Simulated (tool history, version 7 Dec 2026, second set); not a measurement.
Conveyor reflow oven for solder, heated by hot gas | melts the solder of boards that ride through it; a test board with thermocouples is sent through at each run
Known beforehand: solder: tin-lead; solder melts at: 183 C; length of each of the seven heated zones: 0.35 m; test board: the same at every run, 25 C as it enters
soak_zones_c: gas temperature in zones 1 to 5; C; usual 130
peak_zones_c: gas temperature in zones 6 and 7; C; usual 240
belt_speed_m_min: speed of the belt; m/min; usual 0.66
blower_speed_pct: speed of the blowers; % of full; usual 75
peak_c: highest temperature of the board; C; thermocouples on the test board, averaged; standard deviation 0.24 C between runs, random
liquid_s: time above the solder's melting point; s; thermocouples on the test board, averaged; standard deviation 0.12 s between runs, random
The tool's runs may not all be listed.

run,day,soak_zones_c,peak_zones_c,belt_speed_m_min,blower_speed_pct,peak_c,liquid_s
1,0,130,240,0.66,75,222.5,48.5
2,1.8,130,240,0.66,75,222.3,48.5
3,3.308,130,240,0.66,75,221.8,48.5
4,4.638,116,240,0.66,75,219.4,43.9
5,5.888,116,240,0.66,75,219.8,43.8
6,7.054,116,240,0.66,75,219.8,43.8
7,8.279,116,240,0.66,75,219.3,43.6
8,9.754,116,240,0.66,75,219.3,43.8
9,10.696,135,251,0.7,50,222.4,46.2
10,12.404,129,239,0.573,55,221.1,54.8
11,13.217,132,232,0.675,64,211.9,41.1
12,14.2,132,232,0.675,64,212.1,40.9
13,15.546,130,240,0.66,62,218.5,46.4
14,17.054,130,248,0.66,75,228.8,52.1

Forecast each of these 4 alternatives for the next run:
# day 18.592: flux residue cleaned out of gas plates and filters
A,18.95,130,248,0.577,75,?,?
# day 18.592: flux residue cleaned out of gas plates and filters
B,18.95,130,248,0.66,57,?,?
# day 18.592: flux residue cleaned out of gas plates and filters
C,18.95,119,240,0.71,79,?,?
# day 18.592: flux residue cleaned out of gas plates and filters
D,18.95,130,248,0.607,75,?,?

run,peak_c,liquid_s
A,233.9,62.4
B,224.6,49.3
C,218.4,40.3
D,232.3,58.5
Had the tool no hidden state, the same runs would have come out as:
run,peak_c,liquid_s
A,234,62.4
B,224.7,49.3
C,218.5,40.3
D,232.4,58.5
